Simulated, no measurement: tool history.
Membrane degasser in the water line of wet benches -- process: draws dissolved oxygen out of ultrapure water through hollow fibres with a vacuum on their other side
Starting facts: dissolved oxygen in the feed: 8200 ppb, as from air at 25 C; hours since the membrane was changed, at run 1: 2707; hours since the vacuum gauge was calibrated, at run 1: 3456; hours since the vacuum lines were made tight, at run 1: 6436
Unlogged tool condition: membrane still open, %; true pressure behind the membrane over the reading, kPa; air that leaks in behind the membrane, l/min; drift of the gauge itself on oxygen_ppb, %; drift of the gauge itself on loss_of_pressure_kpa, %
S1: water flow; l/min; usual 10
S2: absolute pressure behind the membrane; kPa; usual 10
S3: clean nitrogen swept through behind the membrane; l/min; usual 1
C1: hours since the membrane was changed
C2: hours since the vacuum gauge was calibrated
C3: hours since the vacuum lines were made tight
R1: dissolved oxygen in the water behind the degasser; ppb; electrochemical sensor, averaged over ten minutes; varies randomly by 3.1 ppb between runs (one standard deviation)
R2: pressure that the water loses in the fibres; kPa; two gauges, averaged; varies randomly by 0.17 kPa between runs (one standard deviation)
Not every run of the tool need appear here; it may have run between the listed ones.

run 1 hour=0 | S1=10 S2=10 S3=1 | C1=2707 C2=3456 C3=6436 | R1=308.7 R2=28.82
run 2 hour=108.4 | S1=10 S2=10 S3=1 | C1=2816 C2=3564 C3=6545 | R1=308.7 R2=28.49
run 3 hour=190.9 | S1=10 S2=10 S3=1 | C1=2898 C2=3647 C3=6627 | R1=300.6 R2=28.5
run 4 hour=276 | S1=10 S2=10 S3=1 | C1=2983 C2=3732 C3=6712 | R1=305.9 R2=28.75
run 5 hour=356.7 | S1=10 S2=10 S3=1 | C1=3064 C2=3812 C3=6793 | R1=304.5 R2=28.66
run 6 hour=459.5 | S1=9 S2=10 S3=1 | C1=3167 C2=3915 C3=6896 | R1=243.6 R2=25.85
run 7 hour=564.1 | S1=13 S2=10 S3=1 | C1=3271 C2=4020 C3=7000 | R1=523.7 R2=37.31
run 8 hour=692.6 | S1=10 S2=10.4 S3=1 | C1=3400 C2=4148 C3=7129 | R1=315.9 R2=28.62
run 9 hour=824.9 | S1=10 S2=10.4 S3=1 | C1=3532 C2=4281 C3=7261 | R1=309.4 R2=28.81
run 10 hour=913.5 | S1=10 S2=10.4 S3=1 | C1=3621 C2=4369 C3=7350 | R1=309.5 R2=28.97
run 11 hour=1011.4 | S1=14 S2=21 S3=1.52 | C1=3719 C2=4467 C3=7448 | R1=740.7 R2=40.07
run 12 hour=1113.3 | S1=9 S2=23.5 S3=0.44 | C1=3821 C2=4569 C3=7550 | R1=917.4 R2=25.89
run 13 hour=1197.1 | S1=16 S2=15.9 S3=1.12 | C1=3904 C2=4653 C3=7633 | R1=916.1 R2=46.14
run 14 hour=1309.5 | S1=16 S2=15.9 S3=1.12 | C1=4017 C2=4765 C3=7746 | R1=924.5 R2=45.95

What does the tool deliver on the next run?
run 15 hour=1450.4 | S1=10 S2=18 S3=2.81 | C1=4158 C2=4906 C3=7887 | R1=? R2=?

R1: 278.9 ppb
R2: 28.8 kPa
Were there no unlogged condition in the tool, this run, its random variation unchanged, would have produced R1 278.6 ppb, R2 28.79 kPa.

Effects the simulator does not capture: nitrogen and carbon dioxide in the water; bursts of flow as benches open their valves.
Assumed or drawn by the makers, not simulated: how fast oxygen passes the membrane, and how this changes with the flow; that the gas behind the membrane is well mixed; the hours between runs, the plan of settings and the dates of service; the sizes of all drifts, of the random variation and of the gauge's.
